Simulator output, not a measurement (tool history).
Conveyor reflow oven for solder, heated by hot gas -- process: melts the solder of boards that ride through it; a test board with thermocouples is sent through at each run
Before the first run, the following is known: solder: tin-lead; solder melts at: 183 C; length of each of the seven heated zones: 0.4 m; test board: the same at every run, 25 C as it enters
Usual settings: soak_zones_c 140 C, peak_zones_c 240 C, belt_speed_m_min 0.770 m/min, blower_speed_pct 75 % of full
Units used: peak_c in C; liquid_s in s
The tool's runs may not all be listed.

run     day  soak_zones_c  peak_zones_c  belt_speed_m_min  blower_speed_pct  peak_c  liquid_s
  1   0.000           140           240             0.770                75  224.13     51.35
  2   1.142           140           228             0.770                75  213.78     45.22
  3   2.300           140           228             0.770                50  208.80     40.56
  4   3.125           140           228             0.770                50  208.79     40.54
  5   3.788           133           240             0.770                75  223.12     48.94
  6   4.346           133           240             0.770                75  223.10     48.82
  7   4.938           137           240             0.770                75  223.71     50.26
  8   5.942           140           240             0.770                67  222.92     50.43
  9   6.812           140           240             0.770                67  222.89     50.53
 10   7.904           140           240             0.770                67  222.87     50.49
 11   8.879           140           240             0.770                75  224.33     51.36
 12   9.967           140           240             0.770                75  224.12     51.37
 13  11.100           140           246             0.770                75  229.64     53.91
 14  12.042           140           246             0.770                75  229.47     54.06
 15  13.183           138           240             0.770                75  223.74     50.55
 16  13.946           138           240             0.770                75  223.80     50.46
 17  14.879           140           250             0.770                59  229.84     54.04
 18  15.575           132           251             0.770                75  232.77     53.37
 19  16.333           140           235             0.868                68  214.64     39.74
     17.133  -- flux residue cleaned out of gas plates and filters
 20  17.242           140           235             0.868                68  214.59     39.74
 21  18.096           140           235             0.868                68  214.49     39.76
 22  19.225           140           240             0.882                75  219.61     42.07
 23  20.067           140           254             0.882                60  227.98     46.13
 24  20.992           142           240             0.770                54  220.55     49.54
 25  22.054           142           240             0.770                54  220.33     49.55
 26  22.671           142           240             0.770                54  220.43     49.39
 27  23.154           140           245             0.635                74  234.28     68.00
 28  23.662           146           233             0.840                75  216.59     44.34
 29  24.746           146           233             0.840                75  216.47     44.50
 30  25.292           146           233             0.916                64  211.63     37.08
 31  26.404           140           240             0.770                77  224.67     51.53

4 ways to go on from here, each from the tool as it stands after run 31. What would each give?
  A  27.562           140           240             0.770                75       ?         ?
  B  27.562           140           236             0.770                86       ?         ?
  C  27.562           140           253             0.770                77       ?         ?
  D  27.562           154           240             0.770                75       ?         ?

run  peak_c  liquid_s
  A  224.18     51.40
  B  222.31     50.65
  C  236.25     56.71
  D  226.57     56.93
Had the tool no hidden state, the same runs would have come out as:
run  peak_c  liquid_s
  A  224.16     51.38
  B  222.29     50.63
  C  236.23     56.70
  D  226.54     56.91

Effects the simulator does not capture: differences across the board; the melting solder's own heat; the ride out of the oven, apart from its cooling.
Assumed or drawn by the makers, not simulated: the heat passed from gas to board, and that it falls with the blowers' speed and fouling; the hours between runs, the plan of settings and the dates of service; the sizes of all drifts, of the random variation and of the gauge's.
